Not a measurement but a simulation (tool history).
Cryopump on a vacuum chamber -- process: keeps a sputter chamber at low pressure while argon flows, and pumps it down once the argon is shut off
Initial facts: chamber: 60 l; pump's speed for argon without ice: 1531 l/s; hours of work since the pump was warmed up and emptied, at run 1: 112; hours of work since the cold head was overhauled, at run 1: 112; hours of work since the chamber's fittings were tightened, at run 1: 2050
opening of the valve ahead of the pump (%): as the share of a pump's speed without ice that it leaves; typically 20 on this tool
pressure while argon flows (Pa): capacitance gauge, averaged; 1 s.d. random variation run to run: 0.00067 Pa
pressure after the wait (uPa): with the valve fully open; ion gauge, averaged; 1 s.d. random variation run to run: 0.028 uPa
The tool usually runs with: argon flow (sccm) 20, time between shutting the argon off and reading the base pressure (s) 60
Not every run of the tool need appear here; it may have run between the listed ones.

| run | hour | argon flow (sccm) | time between shutting the argon off and reading the base pressure (s) | opening of the valve ahead of the pump (%) | hours of work since the pump was warmed up and emptied | hours of work since the cold head was overhauled | hours of work since the chamber's fittings were tightened | pressure while argon flows (Pa) | pressure after the wait (uPa) |
|---|---|---|---|---|---|---|---|---|---|
| 1 | 0 | 20 | 60 | 20 | 112 | 112 | 2050 | 0.112 | 1.48 |
| 2 | 42.9 | 20 | 30 | 20 | 135 | 135 | 2074 | 0.1123 | 2.58 |
| 3 | 85.2 | 20 | 30 | 20 | 158 | 158 | 2097 | 0.1117 | 2.59 |
| 4 | 129.1 | 20 | 30 | 20 | 182 | 182 | 2121 | 0.1115 | 2.62 |
| 5 | 147.3 | 20 | 195 | 20 | 192 | 192 | 2131 | 0.1119 | 0.77 |
| 6 | 186.3 | 20 | 195 | 20 | 213 | 213 | 2152 | 0.1128 | 0.78 |
| 7 | 210.6 | 20 | 195 | 20 | 227 | 227 | 2165 | 0.1118 | 0.79 |
| 8 | 253.8 | 20 | 60 | 20 | 250 | 250 | 2189 | 0.1135 | 1.52 |
| 9 | 275.5 | 33 | 60 | 20 | 262 | 262 | 2200 | 0.1869 | 1.55 |
| 10 | 295.4 | 20 | 60 | 20 | 273 | 273 | 2211 | 0.1126 | 1.54 |
| 11 | 330.4 | 20 | 60 | 20 | 292 | 292 | 2230 | 0.1129 | 1.49 |
| 12 | 349.8 | 20 | 60 | 20 | 302 | 302 | 2241 | 0.1131 | 1.6 |
| 13 | 379.1 | 14 | 60 | 20 | 318 | 318 | 2257 | 0.0789 | 1.5 |
| 14 | 419.7 | 20 | 60 | 23 | 341 | 341 | 2279 | 0.0978 | 1.55 |
| 15 | 448.1 | 20 | 60 | 23 | 356 | 356 | 2294 | 0.0992 | 1.52 |
| 16 | 472.5 | 20 | 60 | 23 | 369 | 369 | 2308 | 0.0991 | 1.56 |
| 17 | 503.4 | 20 | 60 | 23 | 386 | 386 | 2325 | 0.1004 | 1.57 |
| 18 | 547.2 | 21 | 25 | 20 | 410 | 410 | 2348 | 0.12 | 3.19 |
| 19 | 581.4 | 11 | 202 | 57 | 429 | 429 | 2367 | 0.0229 | 0.81 |
| 20 | 615.5 | 11 | 202 | 57 | 447 | 447 | 2386 | 0.0236 | 0.81 |
| 21 | 635.4 | 11 | 202 | 57 | 458 | 458 | 2396 | 0.0241 | 0.82 |
|  | 643.1 | leaking fittings of the chamber tightened, without venting |
| 22 | 662.7 | 20 | 60 | 58 | 472 | 472 | 11 | 0.0422 | 1.37 |
| 23 | 700.5 | 15 | 60 | 20 | 492 | 492 | 31 | 0.0855 | 1.34 |
| 24 | 738.8 | 38 | 27 | 20 | 513 | 513 | 52 | 0.2188 | 2.73 |
| 25 | 762.9 | 25 | 60 | 57 | 526 | 526 | 65 | 0.054 | 1.38 |
| 26 | 782.8 | 25 | 60 | 57 | 537 | 537 | 76 | 0.055 | 1.38 |
| 27 | 825.9 | 25 | 60 | 57 | 561 | 561 | 100 | 0.0546 | 1.34 |
| 28 | 844.3 | 25 | 60 | 57 | 571 | 571 | 110 | 0.0549 | 1.35 |
| 29 | 886.9 | 39 | 199 | 59 | 594 | 594 | 133 | 0.0829 | 0.58 |
| 30 | 913.5 | 20 | 45 | 20 | 608 | 608 | 147 | 0.1165 | 1.78 |
| 31 | 943.3 | 20 | 45 | 20 | 625 | 625 | 164 | 0.1148 | 1.77 |
| 32 | 982.3 | 20 | 45 | 20 | 646 | 646 | 185 | 0.1157 | 1.8 |
| 33 | 1008.7 | 20 | 45 | 20 | 660 | 660 | 199 | 0.1182 | 1.75 |
| 34 | 1047.3 | 20 | 108 | 58 | 681 | 681 | 220 | 0.045 | 0.87 |

Each row is a separate what-if for the run after 34, all from the same tool condition, not one after another. Results?
| A | 1091.6 | 30 | 34 | 51 | 706 | 706 | 244 | ? | ? |
| B | 1091.6 | 14 | 60 | 30 | 706 | 706 | 244 | ? | ? |
| C | 1091.6 | 14 | 27 | 39 | 706 | 706 | 244 | ? | ? |

| run | pressure while argon flows (Pa) | pressure after the wait (uPa) |
|---|---|---|
| A | 0.0754 | 2.2 |
| B | 0.0563 | 1.36 |
| C | 0.0444 | 2.67 |
The same runs, with their run-to-run variation unchanged, on a tool lacking any hidden condition would have given:
| run | pressure while argon flows (Pa) | pressure after the wait (uPa) |
|---|---|---|
| A | 0.0654 | 2.09 |
| B | 0.0517 | 1.25 |
| C | 0.0397 | 2.56 |

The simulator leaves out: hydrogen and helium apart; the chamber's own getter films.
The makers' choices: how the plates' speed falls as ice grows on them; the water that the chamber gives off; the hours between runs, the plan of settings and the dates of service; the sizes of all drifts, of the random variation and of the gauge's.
